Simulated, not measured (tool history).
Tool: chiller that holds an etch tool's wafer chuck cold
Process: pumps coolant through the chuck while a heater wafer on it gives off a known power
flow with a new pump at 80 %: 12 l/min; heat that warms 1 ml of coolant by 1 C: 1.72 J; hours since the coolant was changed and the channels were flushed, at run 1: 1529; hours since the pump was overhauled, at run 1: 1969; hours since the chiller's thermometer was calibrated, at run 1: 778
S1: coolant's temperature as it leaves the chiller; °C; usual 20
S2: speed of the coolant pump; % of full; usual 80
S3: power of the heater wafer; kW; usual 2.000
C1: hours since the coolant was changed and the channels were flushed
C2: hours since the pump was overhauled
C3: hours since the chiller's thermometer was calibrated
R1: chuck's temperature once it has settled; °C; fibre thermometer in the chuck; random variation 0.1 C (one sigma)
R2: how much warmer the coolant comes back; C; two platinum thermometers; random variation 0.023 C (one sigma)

run,hour,S1,S2,S3,C1,C2,C3,R1,R2
1,0.0,20,80,2.000,1529,1969,778,34.9,5.91
2,54.9,20,80,2.000,1584,2024,833,34.8,5.92
3,103.2,20,80,2.000,1632,2072,882,35.1,5.89
4,147.6,20,80,2.000,1676,2117,926,34.9,5.91
5,173.3,20,80,2.000,1702,2142,952,35.1,5.88
6,219.6,20,80,2.000,1748,2189,998,35.0,5.92
7,267.6,20,80,2.000,1796,2237,1046,34.9,5.95
8,321.4,20,80,2.000,1850,2291,1100,34.8,5.95
9,371.0,20,80,2.000,1900,2340,1150,34.9,5.94
10,394.8,20,80,2.000,1923,2364,1173,34.9,5.95

Run 11 comes next. What will it give?
11,445.0,30,91,1.027,1974,2414,1224,?,?

{"run 11": {"R1": 37.2, "R2": 2.69}}
Without the tool's hidden state the same run would have given R1 36.9 °C, R2 2.63 C.

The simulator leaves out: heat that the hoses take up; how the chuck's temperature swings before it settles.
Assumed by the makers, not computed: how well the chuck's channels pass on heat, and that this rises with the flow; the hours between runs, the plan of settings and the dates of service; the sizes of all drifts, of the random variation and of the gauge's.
